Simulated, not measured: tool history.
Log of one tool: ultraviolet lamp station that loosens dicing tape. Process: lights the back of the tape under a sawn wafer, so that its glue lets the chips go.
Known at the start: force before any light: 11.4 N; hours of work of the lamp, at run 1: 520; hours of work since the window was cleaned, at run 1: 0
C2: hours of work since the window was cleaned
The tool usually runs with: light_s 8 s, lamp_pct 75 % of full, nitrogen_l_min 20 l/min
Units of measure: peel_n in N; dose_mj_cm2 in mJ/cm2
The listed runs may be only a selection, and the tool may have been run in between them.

Run 1, hour 0.0: usual settings; hours of work of the lamp 520; C2 0. Result: peel_n 1.662 N, dose_mj_cm2 299 mJ/cm2.
Run 2, hour 11.8: usual settings; hours of work of the lamp 529; C2 9. Result: peel_n 1.711 N, dose_mj_cm2 309 mJ/cm2.
Run 3, hour 28.5: usual settings; hours of work of the lamp 543; C2 23. Result: peel_n 1.651 N, dose_mj_cm2 302 mJ/cm2.
Run 4, hour 36.4: usual settings but lamp_pct 78 % of full; hours of work of the lamp 549; C2 29. Result: peel_n 1.609 N, dose_mj_cm2 313 mJ/cm2.
Run 5, hour 47.6: usual settings but lamp_pct 78 % of full; hours of work of the lamp 558; C2 38. Result: peel_n 1.674 N, dose_mj_cm2 314 mJ/cm2.
Run 6, hour 56.7: usual settings but nitrogen_l_min 17 l/min; hours of work of the lamp 565; C2 45. Result: peel_n 1.865 N, dose_mj_cm2 300 mJ/cm2.
Run 7, hour 64.2: usual settings but light_s 7 s, lamp_pct 82 % of full, nitrogen_l_min 17 l/min; hours of work of the lamp 571; C2 51. Result: peel_n 2.074 N, dose_mj_cm2 285 mJ/cm2.
At hour 66.1: window cleaned of glue's vapour.
Run 8, hour 75.3: usual settings but light_s 7 s, lamp_pct 82 % of full, nitrogen_l_min 23 l/min; hours of work of the lamp 579; C2 7. Result: peel_n 1.802 N, dose_mj_cm2 288 mJ/cm2.
Run 9, hour 85.5: usual settings but light_s 7 s, lamp_pct 82 % of full, nitrogen_l_min 23 l/min; hours of work of the lamp 587; C2 15. Result: peel_n 1.794 N, dose_mj_cm2 282 mJ/cm2.
Run 10, hour 93.7: usual settings but light_s 14 s, lamp_pct 94 % of full; hours of work of the lamp 594; C2 22. Result: peel_n 0.385 N, dose_mj_cm2 653 mJ/cm2.
Run 11, hour 105.7: usual settings but light_s 7 s, lamp_pct 63 % of full; hours of work of the lamp 603; C2 31. Result: peel_n 2.925 N, dose_mj_cm2 215 mJ/cm2.

Here are 4 independent what-if runs from the current tool condition. What would each one return?
Run A, hour 121.6: usual settings but light_s 7 s, lamp_pct 76 % of full, nitrogen_l_min 16 l/min; hours of work of the lamp 616; C2 44. Result: peel_n ?, dose_mj_cm2 ?.
Run B, hour 121.6: usual settings but light_s 10 s, lamp_pct 64 % of full; hours of work of the lamp 616; C2 44. Result: peel_n ?, dose_mj_cm2 ?.
Run C, hour 121.6: usual settings but light_s 7 s, lamp_pct 87 % of full; hours of work of the lamp 616; C2 44. Result: peel_n ?, dose_mj_cm2 ?.
Run D, hour 121.6: usual settings but light_s 7 s, lamp_pct 66 % of full, nitrogen_l_min 8 l/min; hours of work of the lamp 616; C2 44. Result: peel_n ?, dose_mj_cm2 ?.

run  peel_n  dose_mj_cm2
  A   2.402          257
  B   1.629          311
  C   1.764          300
  D   3.718          221
Stripped of hidden state, with their random variation kept, the same runs would have yielded:
run  peel_n  dose_mj_cm2
  A   1.834          306
  B   1.180          369
  C   1.292          355
  D   3.037          263
